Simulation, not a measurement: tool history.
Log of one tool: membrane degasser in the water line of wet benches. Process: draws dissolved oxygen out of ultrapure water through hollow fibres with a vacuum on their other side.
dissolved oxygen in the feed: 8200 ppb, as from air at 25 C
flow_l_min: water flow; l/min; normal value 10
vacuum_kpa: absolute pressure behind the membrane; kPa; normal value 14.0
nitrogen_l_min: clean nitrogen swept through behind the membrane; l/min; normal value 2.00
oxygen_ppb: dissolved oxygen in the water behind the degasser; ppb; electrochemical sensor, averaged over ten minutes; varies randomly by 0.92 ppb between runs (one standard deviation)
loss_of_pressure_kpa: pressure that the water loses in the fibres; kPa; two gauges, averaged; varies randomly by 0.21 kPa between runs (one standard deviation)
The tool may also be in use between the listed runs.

{"run": 1, "hour": 0.0, "flow_l_min": 10, "vacuum_kpa": 14.0, "nitrogen_l_min": 2.0, "oxygen_ppb": 149.5, "loss_of_pressure_kpa": 47.75}
{"run": 2, "hour": 48.7, "flow_l_min": 10, "vacuum_kpa": 14.0, "nitrogen_l_min": 2.0, "oxygen_ppb": 148.5, "loss_of_pressure_kpa": 47.74}
{"run": 3, "hour": 117.9, "flow_l_min": 7, "vacuum_kpa": 14.0, "nitrogen_l_min": 2.0, "oxygen_ppb": 98.4, "loss_of_pressure_kpa": 33.55}
{"run": 4, "hour": 153.8, "flow_l_min": 7, "vacuum_kpa": 14.0, "nitrogen_l_min": 2.0, "oxygen_ppb": 99.9, "loss_of_pressure_kpa": 33.28}
{"run": 5, "hour": 236.2, "flow_l_min": 8, "vacuum_kpa": 14.0, "nitrogen_l_min": 2.0, "oxygen_ppb": 115.1, "loss_of_pressure_kpa": 37.89}
{"run": 6, "hour": 304.6, "flow_l_min": 8, "vacuum_kpa": 14.0, "nitrogen_l_min": 2.0, "oxygen_ppb": 117.1, "loss_of_pressure_kpa": 38.26}
{"run": 7, "hour": 342.1, "flow_l_min": 10, "vacuum_kpa": 12.2, "nitrogen_l_min": 2.0, "oxygen_ppb": 127.9, "loss_of_pressure_kpa": 47.11}
{"run": 8, "hour": 398.3, "flow_l_min": 10, "vacuum_kpa": 12.2, "nitrogen_l_min": 2.0, "oxygen_ppb": 127.5, "loss_of_pressure_kpa": 47.48}
{"run": 9, "hour": 440.5, "flow_l_min": 10, "vacuum_kpa": 12.2, "nitrogen_l_min": 2.0, "oxygen_ppb": 127.7, "loss_of_pressure_kpa": 47.58}
{"run": 10, "hour": 488.6, "flow_l_min": 10, "vacuum_kpa": 14.0, "nitrogen_l_min": 2.0, "oxygen_ppb": 148.2, "loss_of_pressure_kpa": 47.27}
{"run": 11, "hour": 525.9, "flow_l_min": 10, "vacuum_kpa": 14.0, "nitrogen_l_min": 2.0, "oxygen_ppb": 149.9, "loss_of_pressure_kpa": 47.39}
{"run": 12, "hour": 586.4, "flow_l_min": 15, "vacuum_kpa": 11.2, "nitrogen_l_min": 1.87, "oxygen_ppb": 199.3, "loss_of_pressure_kpa": 71.51}
{"run": 13, "hour": 624.0, "flow_l_min": 15, "vacuum_kpa": 11.2, "nitrogen_l_min": 1.87, "oxygen_ppb": 201.7, "loss_of_pressure_kpa": 70.92}
{"run": 14, "hour": 659.5, "flow_l_min": 15, "vacuum_kpa": 11.2, "nitrogen_l_min": 1.87, "oxygen_ppb": 201.5, "loss_of_pressure_kpa": 71.13}
{"run": 15, "hour": 742.2, "flow_l_min": 14, "vacuum_kpa": 8.6, "nitrogen_l_min": 2.19, "oxygen_ppb": 126.5, "loss_of_pressure_kpa": 66.4}
{"run": 16, "hour": 822.6, "flow_l_min": 9, "vacuum_kpa": 29.0, "nitrogen_l_min": 2.4, "oxygen_ppb": 246.7, "loss_of_pressure_kpa": 42.4}
{"run": 17, "hour": 862.8, "flow_l_min": 9, "vacuum_kpa": 14.0, "nitrogen_l_min": 0.9, "oxygen_ppb": 261.0, "loss_of_pressure_kpa": 42.34}
{"run": 18, "hour": 934.1, "flow_l_min": 10, "vacuum_kpa": 14.0, "nitrogen_l_min": 1.35, "oxygen_ppb": 205.4, "loss_of_pressure_kpa": 47.08}
{"run": 19, "hour": 989.0, "flow_l_min": 12, "vacuum_kpa": 12.9, "nitrogen_l_min": 1.35, "oxygen_ppb": 228.5, "loss_of_pressure_kpa": 56.47}
{"run": 20, "hour": 1065.0, "flow_l_min": 10, "vacuum_kpa": 14.0, "nitrogen_l_min": 1.41, "oxygen_ppb": 200.6, "loss_of_pressure_kpa": 47.14}
{"run": 21, "hour": 1124.6, "flow_l_min": 16, "vacuum_kpa": 14.0, "nitrogen_l_min": 2.0, "oxygen_ppb": 257.7, "loss_of_pressure_kpa": 74.82}
{"run": 22, "hour": 1184.0, "flow_l_min": 16, "vacuum_kpa": 14.0, "nitrogen_l_min": 5.72, "oxygen_ppb": 132.4, "loss_of_pressure_kpa": 75.81}

Below, each run's measurement less what the same run would have read without the hidden state. Both values contain the same run-to-run variation, but the gauge's scatter may not be the same in both:
What the log doesn't record here: membrane still open, %; true pressure behind the membrane over the reading, kPa; air that leaks in behind the membrane, l/min; drift of the gauge itself on oxygen_ppb, %; drift of the gauge itself on loss_of_pressure_kpa, %.
run=1 loss_of_pressure_kpa=+0.01
run=2 loss_of_pressure_kpa=-0.02
run=3 loss_of_pressure_kpa=-0.06
run=4 loss_of_pressure_kpa=-0.07
run=5 loss_of_pressure_kpa=-0.13
run=6 loss_of_pressure_kpa=-0.17
run=7 loss_of_pressure_kpa=-0.24
run=8 loss_of_pressure_kpa=-0.28
run=9 loss_of_pressure_kpa=-0.32
run=10 loss_of_pressure_kpa=-0.35
run=11 loss_of_pressure_kpa=-0.38
run=12 loss_of_pressure_kpa=-0.64
run=13 loss_of_pressure_kpa=-0.67
run=14 loss_of_pressure_kpa=-0.72
run=15 loss_of_pressure_kpa=-0.76
run=16 loss_of_pressure_kpa=-0.54
run=17 loss_of_pressure_kpa=-0.57
run=18 loss_of_pressure_kpa=-0.68
run=19 loss_of_pressure_kpa=-0.86
run=20 loss_of_pressure_kpa=-0.78
run=21 loss_of_pressure_kpa=-1.31
run=22 loss_of_pressure_kpa=-1.38
oxygen_ppb without the hidden state stays within 0.2 ppb of what was measured, in all runs.
